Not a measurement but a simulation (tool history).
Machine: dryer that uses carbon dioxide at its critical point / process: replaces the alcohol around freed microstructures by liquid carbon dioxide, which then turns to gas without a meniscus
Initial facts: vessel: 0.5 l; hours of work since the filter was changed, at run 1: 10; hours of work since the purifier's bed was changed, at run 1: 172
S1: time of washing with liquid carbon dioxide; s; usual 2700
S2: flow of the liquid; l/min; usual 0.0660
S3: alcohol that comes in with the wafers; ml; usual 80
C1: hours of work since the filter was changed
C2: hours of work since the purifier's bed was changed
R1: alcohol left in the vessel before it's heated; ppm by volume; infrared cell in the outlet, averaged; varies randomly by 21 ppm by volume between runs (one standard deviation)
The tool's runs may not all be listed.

| run | day | S1 | S2 | S3 | C1 | C2 | R1 |
|---|---|---|---|---|---|---|---|
| 1 | 0.000 | 2700 | 0.0660 | 80 | 10 | 172 | 1525 |
| 2 | 1.646 | 2700 | 0.0660 | 80 | 29 | 191 | 1579 |
| 3 | 3.500 | 2700 | 0.0660 | 80 | 51 | 213 | 1700 |
| 4 | 5.779 | 2700 | 0.0660 | 61 | 78 | 240 | 1407 |
| 5 | 7.550 | 2700 | 0.0660 | 61 | 99 | 261 | 1504 |
| 6 | 9.929 | 2700 | 0.0660 | 80 | 127 | 289 | 2127 |
| 7 | 11.067 | 2700 | 0.0660 | 80 | 140 | 302 | 2189 |
| 8 | 12.200 | 2700 | 0.0660 | 80 | 154 | 315 | 2290 |
| 9 | 14.642 | 2700 | 0.0660 | 80 | 182 | 344 | 2505 |
| 10 | 15.992 | 2700 | 0.0660 | 21 | 198 | 360 | 748 |
| 11 | 17.929 | 2700 | 0.0660 | 21 | 221 | 383 | 813 |
| 12 | 20.162 | 2700 | 0.0660 | 80 | 247 | 409 | 2867 |
|  | 22.050 | inlet filter changed |
| 13 | 22.442 | 2700 | 0.0660 | 78 | 5 | 435 | 1538 |
| 14 | 24.075 | 2700 | 0.0660 | 78 | 24 | 455 | 1599 |
| 15 | 26.146 | 2700 | 0.0660 | 78 | 48 | 479 | 1725 |
| 16 | 27.829 | 2700 | 0.0660 | 80 | 68 | 499 | 1876 |
| 17 | 29.517 | 2700 | 0.0660 | 80 | 88 | 519 | 1949 |
| 18 | 30.646 | 2700 | 0.0660 | 80 | 101 | 532 | 2012 |
| 19 | 32.988 | 2700 | 0.0660 | 120 | 129 | 559 | 3186 |
| 20 | 34.196 | 2700 | 0.0660 | 120 | 143 | 574 | 3407 |
| 21 | 35.267 | 1800 | 0.0660 | 120 | 155 | 586 | 13649 |
| 22 | 36.429 | 2700 | 0.0476 | 80 | 169 | 600 | 7112 |
| 23 | 37.842 | 3300 | 0.0906 | 27 | 186 | 617 | 240 |
| 24 | 39.604 | 3180 | 0.0789 | 80 | 206 | 637 | 678 |
| 25 | 41.846 | 3180 | 0.0789 | 80 | 233 | 664 | 741 |
| 26 | 42.983 | 2820 | 0.0660 | 80 | 246 | 677 | 2602 |
|  | 44.854 | inlet filter changed |
| 27 | 45.388 | 3480 | 0.0703 | 80 | 6 | 705 | 486 |
| 28 | 47.671 | 1920 | 0.0523 | 23 | 33 | 732 | 3421 |
| 29 | 50.075 | 2880 | 0.0565 | 23 | 61 | 760 | 939 |
| 30 | 51.975 | 2880 | 0.0565 | 23 | 84 | 782 | 965 |
| 31 | 53.775 | 2880 | 0.0565 | 23 | 105 | 803 | 1005 |
| 32 | 54.888 | 2880 | 0.0565 | 27 | 118 | 817 | 1152 |
| 33 | 56.262 | 2880 | 0.0565 | 27 | 134 | 833 | 1208 |
| 34 | 57.558 | 4200 | 0.0437 | 51 | 149 | 848 | 1307 |
| 35 | 58.971 | 1680 | 0.0437 | 86 | 166 | 865 | 28552 |
| 36 | 60.888 | 3060 | 0.0432 | 22 | 189 | 887 | 2081 |

Alternative continuations, all from the tool just after run 36; predict every row:
| A | 62.208 | 1860 | 0.0900 | 24 | 204 | 903 | ? |
| B | 62.208 | 1860 | 0.0432 | 22 | 204 | 903 | ? |
| C | 62.208 | 3060 | 0.0754 | 22 | 204 | 903 | ? |
| D | 62.208 | 3060 | 0.1006 | 22 | 204 | 903 | ? |

| run | R1 |
|---|---|
| A | 1297 |
| B | 6578 |
| C | 503 |
| D | 338 |
Had the tool no hidden state, the same runs would have come out as:
| run | R1 |
|---|---|
| A | 596 |
| B | 4847 |
| C | 108 |
| D | 25 |
